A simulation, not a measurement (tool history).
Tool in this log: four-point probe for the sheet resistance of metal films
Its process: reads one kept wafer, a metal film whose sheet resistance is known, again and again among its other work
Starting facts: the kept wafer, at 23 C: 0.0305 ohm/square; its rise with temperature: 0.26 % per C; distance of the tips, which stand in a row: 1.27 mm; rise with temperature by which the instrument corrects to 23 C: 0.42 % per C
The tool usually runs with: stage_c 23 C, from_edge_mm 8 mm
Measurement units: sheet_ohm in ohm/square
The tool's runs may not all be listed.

Run 1, day 0.000: usual settings. Result: sheet_ohm 0.030690 ohm/square.
Run 2, day 1.467: usual settings but from_edge_mm 4 mm. Result: sheet_ohm 0.031840 ohm/square.
Run 3, day 3.475: usual settings but from_edge_mm 4 mm. Result: sheet_ohm 0.031831 ohm/square.
Run 4, day 4.721: usual settings. Result: sheet_ohm 0.030686 ohm/square.
Run 5, day 5.933: usual settings. Result: sheet_ohm 0.030672 ohm/square.
Run 6, day 7.358: usual settings. Result: sheet_ohm 0.030671 ohm/square.
Run 7, day 9.688: usual settings but from_edge_mm 10 mm. Result: sheet_ohm 0.030533 ohm/square.

For run 8, what comes out?
Run 8, day 11.071: usual settings but from_edge_mm 18 mm. Result: sheet_ohm ?.

{"run 8": {"sheet_ohm": 0.030356}}
With no hidden state in the tool, this same run would have given sheet_ohm 0.030590 ohm/square.
